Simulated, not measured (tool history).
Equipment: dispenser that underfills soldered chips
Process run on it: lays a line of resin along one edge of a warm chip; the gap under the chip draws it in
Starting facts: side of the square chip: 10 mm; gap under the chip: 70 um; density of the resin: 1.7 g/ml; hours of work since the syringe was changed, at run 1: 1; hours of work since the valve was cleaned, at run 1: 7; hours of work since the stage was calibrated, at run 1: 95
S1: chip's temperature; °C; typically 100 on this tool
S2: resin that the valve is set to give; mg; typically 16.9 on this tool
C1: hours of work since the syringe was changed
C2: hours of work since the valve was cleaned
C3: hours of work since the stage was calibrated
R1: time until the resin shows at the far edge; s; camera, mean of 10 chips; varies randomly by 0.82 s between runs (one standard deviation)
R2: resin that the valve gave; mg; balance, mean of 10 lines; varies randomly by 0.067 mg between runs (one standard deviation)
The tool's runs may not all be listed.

{"run": 1, "hour": 0.0, "S1": 100, "S2": 16.9, "C1": 1, "C2": 7, "C3": 95, "R1": 80.1, "R2": 16.72}
{"run": 2, "hour": 2.5, "S1": 86, "S2": 16.9, "C1": 3, "C2": 8, "C3": 97, "R1": 125.8, "R2": 16.76}
{"run": 3, "hour": 5.2, "S1": 86, "S2": 16.9, "C1": 5, "C2": 10, "C3": 99, "R1": 136.3, "R2": 16.71}
{"run": 4, "hour": 9.0, "S1": 100, "S2": 16.9, "C1": 7, "C2": 12, "C3": 101, "R1": 99.9, "R2": 16.66}
{"run": 5, "hour": 11.6, "S1": 100, "S2": 16.9, "C1": 9, "C2": 14, "C3": 103, "R1": 107.2, "R2": 16.61}
{"hour": 15.4, "done": "new syringe of resin"}
{"run": 6, "hour": 16.4, "S1": 100, "S2": 16.9, "C1": 1, "C2": 17, "C3": 106, "R1": 77.4, "R2": 16.68}
{"run": 7, "hour": 18.8, "S1": 100, "S2": 16.9, "C1": 2, "C2": 19, "C3": 107, "R1": 83.8, "R2": 16.76}
{"run": 8, "hour": 20.9, "S1": 89, "S2": 16.9, "C1": 4, "C2": 20, "C3": 109, "R1": 120.0, "R2": 16.57}
{"run": 9, "hour": 26.2, "S1": 89, "S2": 16.9, "C1": 7, "C2": 23, "C3": 112, "R1": 135.4, "R2": 16.65}
{"run": 10, "hour": 29.0, "S1": 89, "S2": 16.9, "C1": 9, "C2": 25, "C3": 114, "R1": 147.7, "R2": 16.59}
{"hour": 32.7, "done": "new syringe of resin"}
{"run": 11, "hour": 33.0, "S1": 89, "S2": 16.9, "C1": 0, "C2": 28, "C3": 116, "R1": 103.9, "R2": 16.52}
{"run": 12, "hour": 38.4, "S1": 89, "S2": 16.9, "C1": 4, "C2": 31, "C3": 120, "R1": 122.0, "R2": 16.36}
{"run": 13, "hour": 42.1, "S1": 100, "S2": 15.6, "C1": 6, "C2": 34, "C3": 122, "R1": 101.3, "R2": 15.21}
{"run": 14, "hour": 45.9, "S1": 100, "S2": 15.6, "C1": 9, "C2": 36, "C3": 125, "R1": 111.1, "R2": 15.07}
{"hour": 50.0, "done": "new syringe of resin"}
{"run": 15, "hour": 50.1, "S1": 100, "S2": 15.6, "C1": 0, "C2": 39, "C3": 127, "R1": 79.4, "R2": 15.15}
{"hour": 55.0, "done": "dispensing valve cleaned and set on the balance"}
{"run": 16, "hour": 55.0, "S1": 100, "S2": 15.6, "C1": 3, "C2": 0, "C3": 130, "R1": 84.0, "R2": 15.65}
{"run": 17, "hour": 60.0, "S1": 100, "S2": 15.6, "C1": 6, "C2": 3, "C3": 133, "R1": 98.6, "R2": 15.45}
{"run": 18, "hour": 62.5, "S1": 100, "S2": 16.9, "C1": 8, "C2": 5, "C3": 135, "R1": 102.4, "R2": 16.85}
{"run": 19, "hour": 65.2, "S1": 100, "S2": 16.9, "C1": 9, "C2": 7, "C3": 137, "R1": 110.5, "R2": 16.85}
{"hour": 68.2, "done": "new syringe of resin"}
{"run": 20, "hour": 70.2, "S1": 102, "S2": 17.6, "C1": 1, "C2": 10, "C3": 140, "R1": 75.5, "R2": 17.51}
{"run": 21, "hour": 74.5, "S1": 102, "S2": 17.6, "C1": 4, "C2": 12, "C3": 142, "R1": 84.0, "R2": 17.44}
{"run": 22, "hour": 79.4, "S1": 97, "S2": 18.4, "C1": 7, "C2": 16, "C3": 146, "R1": 108.7, "R2": 18.2}
{"run": 23, "hour": 84.3, "S1": 86, "S2": 18.1, "C1": 10, "C2": 19, "C3": 149, "R1": 166.4, "R2": 17.78}
{"hour": 85.5, "done": "new syringe of resin"}
{"run": 24, "hour": 88.6, "S1": 104, "S2": 17.8, "C1": 2, "C2": 22, "C3": 151, "R1": 73.9, "R2": 17.44}
{"run": 25, "hour": 92.2, "S1": 104, "S2": 16.9, "C1": 4, "C2": 24, "C3": 154, "R1": 81.8, "R2": 16.62}
{"run": 26, "hour": 95.8, "S1": 95, "S2": 19.0, "C1": 7, "C2": 26, "C3": 156, "R1": 112.2, "R2": 18.51}
{"run": 27, "hour": 99.5, "S1": 95, "S2": 19.0, "C1": 9, "C2": 29, "C3": 159, "R1": 121.6, "R2": 18.56}
{"run": 28, "hour": 102.2, "S1": 111, "S2": 16.4, "C1": 11, "C2": 30, "C3": 160, "R1": 87.6, "R2": 16.01}
{"hour": 102.9, "done": "new syringe of resin"}
{"run": 29, "hour": 106.8, "S1": 98, "S2": 20.2, "C1": 3, "C2": 33, "C3": 163, "R1": 86.9, "R2": 19.77}
{"run": 30, "hour": 111.0, "S1": 88, "S2": 19.4, "C1": 5, "C2": 36, "C3": 166, "R1": 129.6, "R2": 18.88}
{"run": 31, "hour": 114.4, "S1": 88, "S2": 19.1, "C1": 7, "C2": 38, "C3": 168, "R1": 139.0, "R2": 18.59}
{"hour": 119.9, "done": "dispensing valve cleaned and set on the balance"}
{"run": 32, "hour": 120.5, "S1": 101, "S2": 19.5, "C1": 11, "C2": 0, "C3": 171, "R1": 111.3, "R2": 19.66}
{"hour": 121.3, "done": "new syringe of resin"}
{"run": 33, "hour": 125.4, "S1": 101, "S2": 19.5, "C1": 3, "C2": 3, "C3": 174, "R1": 80.0, "R2": 19.45}
{"run": 34, "hour": 129.5, "S1": 101, "S2": 19.5, "C1": 5, "C2": 6, "C3": 177, "R1": 88.2, "R2": 19.45}
{"run": 35, "hour": 132.1, "S1": 96, "S2": 21.1, "C1": 7, "C2": 8, "C3": 179, "R1": 110.5, "R2": 20.92}
{"run": 36, "hour": 136.0, "S1": 90, "S2": 21.8, "C1": 10, "C2": 10, "C3": 181, "R1": 143.5, "R2": 21.68}

For each entry between runs, how does the tool's hidden state at the last listed run before it compare with that at the first listed run after it?
From run 5 to run 6: new syringe of resin (hour 15.4)
  resin's viscosity, % of fresh resin's: 140.9 -> 102.2; dose that the valve gives, % of what is set: 98.58 -> 98.38; true chip temperature over the reading, C: 0.15 -> 0.17
  measured less the result without the state, R1: +31.1 -> +1.6 s; R2: -0.24 -> -0.27 mg
From run 10 to run 11: new syringe of resin (hour 32.7)
  resin's viscosity, % of fresh resin's: 141.2 -> 101.6; dose that the valve gives, % of what is set: 97.77 -> 97.59; true chip temperature over the reading, C: 0.21 -> 0.22
  measured less the result without the state, R1: +42.8 -> +1.6 s; R2: -0.37 -> -0.40 mg
From run 14 to run 15: new syringe of resin (hour 50.0)
  resin's viscosity, % of fresh resin's: 141.4 -> 100.6; dose that the valve gives, % of what is set: 96.96 -> 96.78; true chip temperature over the reading, C: 0.26 -> 0.27
  measured less the result without the state, R1: +32.6 -> +0.7 s; R2: -0.47 -> -0.50 mg
From run 15 to run 16: dispensing valve cleaned and set on the balance (hour 55.0)
  resin's viscosity, % of fresh resin's: 100.6 -> 111.4; dose that the valve gives, % of what is set: 96.78 -> 99.99; true chip temperature over the reading, C: 0.27 -> 0.28
  measured less the result without the state, R1: +0.7 -> +8.0 s; R2: -0.50 -> +0.00 mg
From run 19 to run 20: new syringe of resin (hour 68.2)
  resin's viscosity, % of fresh resin's: 144.7 -> 105.6; dose that the valve gives, % of what is set: 99.49 -> 99.26; true chip temperature over the reading, C: 0.31 -> 0.33
  measured less the result without the state, R1: +33.5 -> +3.5 s; R2: -0.09 -> -0.13 mg
From run 23 to run 24: new syringe of resin (hour 85.5)
  resin's viscosity, % of fresh resin's: 151.4 -> 107.9; dose that the valve gives, % of what is set: 98.56 -> 98.36; true chip temperature over the reading, C: 0.37 -> 0.38
  measured less the result without the state, R1: +55.5 -> +4.9 s; R2: -0.26 -> -0.29 mg
From run 28 to run 29: new syringe of resin (hour 102.9)
  resin's viscosity, % of fresh resin's: 152.7 -> 111.5; dose that the valve gives, % of what is set: 97.7 -> 97.47; true chip temperature over the reading, C: 0.42 -> 0.44
  measured less the result without the state, R1: +30.1 -> +8.3 s; R2: -0.38 -> -0.51 mg
From run 31 to run 32: dispensing valve cleaned and set on the balance (hour 119.9)
  resin's viscosity, % of fresh resin's: 135.3 -> 154.4; dose that the valve gives, % of what is set: 97.11 -> 100.11; true chip temperature over the reading, C: 0.46 -> 0.48
  measured less the result without the state, R1: +35.2 -> +38.3 s; R2: -0.56 -> +0.02 mg
From run 32 to run 33: new syringe of resin (hour 121.3)
  resin's viscosity, % of fresh resin's: 154.4 -> 111.6; dose that the valve gives, % of what is set: 100.11 -> 99.89; true chip temperature over the reading, C: 0.48 -> 0.49
  measured less the result without the state, R1: +38.3 -> +7.4 s; R2: +0.02 -> -0.03 mg

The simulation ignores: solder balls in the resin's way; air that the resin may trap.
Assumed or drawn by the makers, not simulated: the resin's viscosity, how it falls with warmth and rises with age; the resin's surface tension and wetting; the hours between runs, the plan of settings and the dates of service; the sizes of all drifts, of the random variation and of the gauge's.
